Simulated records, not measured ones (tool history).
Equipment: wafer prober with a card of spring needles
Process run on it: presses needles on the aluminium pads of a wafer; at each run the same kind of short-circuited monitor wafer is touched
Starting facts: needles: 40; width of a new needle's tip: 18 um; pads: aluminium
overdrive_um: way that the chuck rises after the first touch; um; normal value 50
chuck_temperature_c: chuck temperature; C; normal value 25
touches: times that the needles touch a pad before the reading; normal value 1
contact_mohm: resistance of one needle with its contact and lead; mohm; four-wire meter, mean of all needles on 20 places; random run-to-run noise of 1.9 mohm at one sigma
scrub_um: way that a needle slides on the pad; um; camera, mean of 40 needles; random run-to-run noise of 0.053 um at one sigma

Run 1, hour 0.0: usual settings. Result: contact_mohm 228 mohm, scrub_um 8.23 um.
At hour 19.1: tips cleaned on abrasive film.
At hour 37.1: tips cleaned on abrasive film.
At hour 55.1: tips cleaned on abrasive film.
Run 2, hour 58.1: usual settings. Result: contact_mohm 313 mohm, scrub_um 8.26 um.
At hour 72.3: tips cleaned on abrasive film.
At hour 91.3: tips cleaned on abrasive film.
Run 3, hour 102.6: usual settings. Result: contact_mohm 442 mohm, scrub_um 8.10 um.
At hour 110.0: tips cleaned on abrasive film.
At hour 128.4: tips cleaned on abrasive film.
At hour 144.9: tips cleaned on abrasive film.
At hour 163.0: tips cleaned on abrasive film.
Run 4, hour 168.9: usual settings. Result: contact_mohm 389 mohm, scrub_um 8.15 um.
At hour 179.4: tips cleaned on abrasive film.
At hour 197.2: tips cleaned on abrasive film.
Run 5, hour 197.2: usual settings but chuck_temperature_c 121 C. Result: contact_mohm 239 mohm, scrub_um 8.11 um.
At hour 215.0: tips cleaned on abrasive film.
At hour 233.7: tips cleaned on abrasive film.
Run 6, hour 237.7: usual settings but chuck_temperature_c 56 C. Result: contact_mohm 345 mohm, scrub_um 8.11 um.
At hour 252.0: tips cleaned on abrasive film.
At hour 267.3: tips cleaned on abrasive film.
At hour 284.6: tips cleaned on abrasive film.
Run 7, hour 284.6: usual settings but chuck_temperature_c 31 C. Result: contact_mohm 222 mohm, scrub_um 8.04 um.
At hour 302.5: tips cleaned on abrasive film.
At hour 320.5: tips cleaned on abrasive film.
Run 8, hour 321.5: usual settings but overdrive_um 68 um. Result: contact_mohm 236 mohm, scrub_um 10.89 um.
At hour 336.2: tips cleaned on abrasive film.
At hour 354.5: tips cleaned on abrasive film.
Run 9, hour 368.0: usual settings but overdrive_um 68 um. Result: contact_mohm 358 mohm, scrub_um 10.91 um.
At hour 371.9: tips cleaned on abrasive film.
At hour 383.6: height of the first contact set anew.
At hour 391.3: tips cleaned on abrasive film.
Run 10, hour 406.2: usual settings but overdrive_um 68 um. Result: contact_mohm 360 mohm, scrub_um 11.21 um.
At hour 409.9: tips cleaned on abrasive film.
At hour 420.6: tips cleaned on abrasive film, once more.
At hour 439.5: tips cleaned on abrasive film.
At hour 454.8: tips cleaned on abrasive film.
At hour 470.2: tips cleaned on abrasive film.
Run 11, hour 470.2: usual settings but overdrive_um 68 um. Result: contact_mohm 217 mohm, scrub_um 11.08 um.
At hour 485.5: tips cleaned on abrasive film.
At hour 502.7: tips cleaned on abrasive film.
Run 12, hour 516.3: usual settings but overdrive_um 34 um. Result: contact_mohm 815 mohm, scrub_um 5.38 um.
At hour 519.1: tips cleaned on abrasive film.
At hour 537.9: tips cleaned on abrasive film.
At hour 556.4: tips cleaned on abrasive film.
At hour 572.4: tips cleaned on abrasive film.
Run 13, hour 572.4: usual settings but overdrive_um 34 um. Result: contact_mohm 289 mohm, scrub_um 5.35 um.
At hour 590.8: tips cleaned on abrasive film.
At hour 606.1: tips cleaned on abrasive film.
Run 14, hour 610.5: usual settings. Result: contact_mohm 388 mohm, scrub_um 8.08 um.
At hour 623.8: tips cleaned on abrasive film.
At hour 642.4: tips cleaned on abrasive film.
At hour 657.7: tips cleaned on abrasive film.
Run 15, hour 658.3: usual settings but chuck_temperature_c 123 C. Result: contact_mohm 277 mohm, scrub_um 7.99 um.
At hour 676.3: tips cleaned on abrasive film.
At hour 695.1: tips cleaned on abrasive film.
At hour 712.3: tips cleaned on abrasive film.
Run 16, hour 719.3: usual settings but chuck_temperature_c 123 C. Result: contact_mohm 427 mohm, scrub_um 7.89 um.
At hour 729.7: tips cleaned on abrasive film.
At hour 745.0: tips cleaned on abrasive film.
At hour 763.4: tips cleaned on abrasive film.
Run 17, hour 776.9: usual settings but overdrive_um 44 um, chuck_temperature_c 77 C, touches 2. Result: contact_mohm 448 mohm, scrub_um 6.86 um.
At hour 780.8: tips cleaned on abrasive film.
At hour 781.1: height of the first contact set anew.
At hour 800.2: tips cleaned on abrasive film.
Run 18, hour 811.2: usual settings but overdrive_um 44 um, chuck_temperature_c 77 C, touches 2. Result: contact_mohm 419 mohm, scrub_um 7.28 um.
At hour 818.9: tips cleaned on abrasive film.
At hour 835.5: tips cleaned on abrasive film.
Run 19, hour 844.9: usual settings but overdrive_um 44 um, chuck_temperature_c 77 C, touches 2. Result: contact_mohm 402 mohm, scrub_um 7.23 um.
At hour 851.3: tips cleaned on abrasive film.
At hour 866.6: tips cleaned on abrasive film.
At hour 883.6: tips cleaned on abrasive film.
Run 20, hour 891.3: usual settings but overdrive_um 62 um, chuck_temperature_c 47 C. Result: contact_mohm 342 mohm, scrub_um 10.13 um.
At hour 902.2: tips cleaned on abrasive film.
At hour 920.8: tips cleaned on abrasive film.
At hour 938.5: tips cleaned on abrasive film.
Run 21, hour 940.2: usual settings but overdrive_um 62 um, chuck_temperature_c 47 C, touches 2. Result: contact_mohm 239 mohm, scrub_um 10.04 um.
At hour 955.5: tips cleaned on abrasive film.
At hour 974.5: tips cleaned on abrasive film.
Run 22, hour 983.2: usual settings but overdrive_um 33 um, chuck_temperature_c 42 C. Result: contact_mohm 785 mohm, scrub_um 5.26 um.
At hour 990.9: tips cleaned on abrasive film.
At hour 1006.2: tips cleaned on abrasive film.
At hour 1023.9: tips cleaned on abrasive film.
At hour 1041.6: tips cleaned on abrasive film.
Run 23, hour 1048.5: usual settings but overdrive_um 33 um, chuck_temperature_c 42 C. Result: contact_mohm 750 mohm, scrub_um 5.22 um.
At hour 1059.4: tips cleaned on abrasive film.
At hour 1076.6: tips cleaned on abrasive film.
At hour 1095.3: tips cleaned on abrasive film.
Run 24, hour 1101.3: usual settings but overdrive_um 55 um, chuck_temperature_c 117 C. Result: contact_mohm 390 mohm, scrub_um 8.78 um.
At hour 1111.6: tips cleaned on abrasive film.
At hour 1129.6: tips cleaned on abrasive film.
Run 25, hour 1144.4: usual settings but overdrive_um 37 um, chuck_temperature_c 117 C. Result: contact_mohm 794 mohm, scrub_um 5.84 um.
At hour 1148.3: tips cleaned on abrasive film.
At hour 1167.4: tips cleaned on abrasive film.
Run 26, hour 1171.7: usual settings but chuck_temperature_c 101 C. Result: contact_mohm 403 mohm, scrub_um 8.02 um.
At hour 1175.8: height of the first contact set anew.
At hour 1183.5: tips cleaned on abrasive film.
At hour 1202.2: tips cleaned on abrasive film.
Run 27, hour 1204.8: usual settings but overdrive_um 43 um, chuck_temperature_c 38 C, touches 2. Result: contact_mohm 303 mohm, scrub_um 7.14 um.

Here are 5 independent what-if runs from the current tool condition. What would each one return?
At hour 1220.1: tips cleaned on abrasive film.
At hour 1239.3: tips cleaned on abrasive film.
Run A, hour 1247.0: usual settings but overdrive_um 57 um, chuck_temperature_c 49 C. Result: contact_mohm ?, scrub_um ?.
At hour 1220.1: tips cleaned on abrasive film.
At hour 1239.3: tips cleaned on abrasive film.
Run B, hour 1247.0: usual settings but overdrive_um 51 um, chuck_temperature_c 75 C, touches 2. Result: contact_mohm ?, scrub_um ?.
At hour 1220.1: tips cleaned on abrasive film.
At hour 1239.3: tips cleaned on abrasive film.
Run C, hour 1247.0: usual settings but overdrive_um 43 um, chuck_temperature_c 58 C, touches 2. Result: contact_mohm ?, scrub_um ?.
At hour 1220.1: tips cleaned on abrasive film.
At hour 1239.3: tips cleaned on abrasive film.
Run D, hour 1247.0: usual settings but overdrive_um 34 um, chuck_temperature_c 92 C, touches 2. Result: contact_mohm ?, scrub_um ?.
At hour 1220.1: tips cleaned on abrasive film.
At hour 1239.3: tips cleaned on abrasive film.
Run E, hour 1247.0: usual settings but overdrive_um 40 um, chuck_temperature_c 37 C, touches 3. Result: contact_mohm ?, scrub_um ?.

run  contact_mohm  scrub_um
  A           397      9.34
  B           353      8.30
  C           408      6.99
  D           527      5.59
  E           350      6.62
Without the tool's hidden state the same runs would have given:
run  contact_mohm  scrub_um
  A           199      9.40
  B           209      8.36
  C           207      7.05
  D           225      5.65
  E           205      6.68
